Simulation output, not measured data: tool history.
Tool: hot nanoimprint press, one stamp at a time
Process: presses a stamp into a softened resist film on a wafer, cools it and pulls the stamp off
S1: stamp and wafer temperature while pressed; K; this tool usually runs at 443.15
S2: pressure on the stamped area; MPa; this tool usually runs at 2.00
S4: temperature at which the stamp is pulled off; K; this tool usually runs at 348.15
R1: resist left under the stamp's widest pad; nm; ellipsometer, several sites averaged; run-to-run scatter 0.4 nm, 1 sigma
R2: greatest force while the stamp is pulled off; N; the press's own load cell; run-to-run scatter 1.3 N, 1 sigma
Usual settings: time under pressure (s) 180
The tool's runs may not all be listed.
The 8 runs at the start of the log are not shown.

run 9 hour=108.9 | S1=443.15 S2=1.56 time_under_pressure_(s)=180 S4=348.15 | R1=144.5 R2=224
run 10 hour=117.2 | S1=443.15 S2=2.00 time_under_pressure_(s)=113 S4=348.15 | R1=154.1 R2=222
run 11 hour=130.5 | S1=443.15 S2=2.00 time_under_pressure_(s)=227 S4=348.15 | R1=116.3 R2=225
run 12 hour=139.7 | S1=443.15 S2=2.00 time_under_pressure_(s)=227 S4=348.15 | R1=117.3 R2=226
run 13 hour=148.3 | S1=451.15 S2=2.00 time_under_pressure_(s)=180 S4=348.15 | R1=86.5 R2=222
run 14 hour=155.7 | S1=451.15 S2=2.00 time_under_pressure_(s)=180 S4=348.15 | R1=86.7 R2=224
run 15 hour=165.8 | S1=451.15 S2=2.00 time_under_pressure_(s)=180 S4=355.15 | R1=86.5 R2=211
run 16 hour=182.2 | S1=454.15 S2=2.00 time_under_pressure_(s)=180 S4=348.15 | R1=75.5 R2=222
run 17 hour=191.9 | S1=450.15 S2=1.50 time_under_pressure_(s)=180 S4=348.15 | R1=104.7 R2=222
run 18 hour=207.2 | S1=450.15 S2=1.50 time_under_pressure_(s)=180 S4=348.15 | R1=104.6 R2=223
run 19 hour=220.3 | S1=450.15 S2=1.50 time_under_pressure_(s)=180 S4=348.15 | R1=105.4 R2=222
run 20 hour=230.2 | S1=448.15 S2=3.06 time_under_pressure_(s)=180 S4=342.15 | R1=80.3 R2=234
run 21 hour=239.8 | S1=448.15 S2=3.06 time_under_pressure_(s)=180 S4=342.15 | R1=80.0 R2=233
run 22 hour=247.2 | S1=443.15 S2=1.56 time_under_pressure_(s)=106 S4=348.15 | R1=176.1 R2=226
run 23 hour=260.4 | S1=434.15 S2=2.55 time_under_pressure_(s)=264 S4=351.15 | R1=161.1 R2=216
run 24 hour=276.9 | S1=443.15 S2=2.44 time_under_pressure_(s)=115 S4=353.15 | R1=140.2 R2=214
run 25 hour=294.2 | S1=443.15 S2=2.44 time_under_pressure_(s)=115 S4=353.15 | R1=140.1 R2=214
run 26 hour=309.1 | S1=443.15 S2=2.00 time_under_pressure_(s)=272 S4=337.15 | R1=108.1 R2=243
-- hour=322.0 stamp cleaned and given a new release coat
run 27 hour=325.9 | S1=443.15 S2=2.56 time_under_pressure_(s)=180 S4=352.15 | R1=114.1 R2=216
run 28 hour=336.0 | S1=437.15 S2=2.56 time_under_pressure_(s)=180 S4=352.15 | R1=156.6 R2=218
run 29 hour=351.2 | S1=437.15 S2=2.56 time_under_pressure_(s)=249 S4=335.15 | R1=138.1 R2=247
run 30 hour=366.3 | S1=433.15 S2=3.11 time_under_pressure_(s)=100 S4=350.15 | R1=216.5 R2=219

Below are 3 alternative next runs, each starting from the tool's condition after run 30. Predict each:
run A hour=377.9 | S1=433.15 S2=3.11 time_under_pressure_(s)=100 S4=351.15 | R1=? R2=?
run B hour=377.9 | S1=449.15 S2=3.11 time_under_pressure_(s)=305 S4=350.15 | R1=? R2=?
run C hour=377.9 | S1=433.15 S2=2.14 time_under_pressure_(s)=278 S4=338.15 | R1=? R2=?

run=A R1=216.6 R2=220
run=B R1=59.8 R2=221
run=C R1=180.1 R2=238
Stripped of hidden state, with their random variation kept, the same runs would have yielded:
run=A R1=216.3 R2=220
run=B R1=59.7 R2=221
run=C R1=179.8 R2=238

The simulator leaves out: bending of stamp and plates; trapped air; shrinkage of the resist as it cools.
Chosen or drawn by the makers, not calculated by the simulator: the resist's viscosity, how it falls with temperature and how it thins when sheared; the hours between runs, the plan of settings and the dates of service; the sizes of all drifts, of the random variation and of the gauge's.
